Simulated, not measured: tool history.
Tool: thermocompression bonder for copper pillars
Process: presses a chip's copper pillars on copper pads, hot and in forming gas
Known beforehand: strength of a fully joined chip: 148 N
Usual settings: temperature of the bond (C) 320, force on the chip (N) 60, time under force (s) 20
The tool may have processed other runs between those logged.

| run | hour | temperature of the bond (C) | force on the chip (N) | time under force (s) | force that shears a chip off (N) |
|---|---|---|---|---|---|
| 1 | 0.0 | 320 | 60 | 20 | 77.6 |
| 2 | 4.7 | 320 | 60 | 20 | 77.8 |
| 3 | 12.0 | 320 | 60 | 20 | 77.2 |
| 4 | 16.1 | 320 | 60 | 20 | 78.4 |
| 5 | 23.4 | 320 | 60 | 20 | 78.1 |
| 6 | 30.5 | 320 | 60 | 20 | 77.9 |
| 7 | 37.5 | 320 | 60 | 20 | 77.4 |
| 8 | 47.5 | 320 | 60 | 20 | 77.3 |
| 9 | 52.0 | 320 | 60 | 20 | 78.3 |
| 10 | 60.9 | 320 | 60 | 20 | 77.9 |
| 11 | 69.6 | 320 | 60 | 20 | 78.0 |

Run 12 comes next. What will it give?
| 12 | 79.3 | 320 | 53 | 12 | ? |

{"run 12": {"force that shears a chip off (N)": 60.4}}
Minus the tool's unlogged condition, the same run would have read force that shears a chip off (N) 60.2.

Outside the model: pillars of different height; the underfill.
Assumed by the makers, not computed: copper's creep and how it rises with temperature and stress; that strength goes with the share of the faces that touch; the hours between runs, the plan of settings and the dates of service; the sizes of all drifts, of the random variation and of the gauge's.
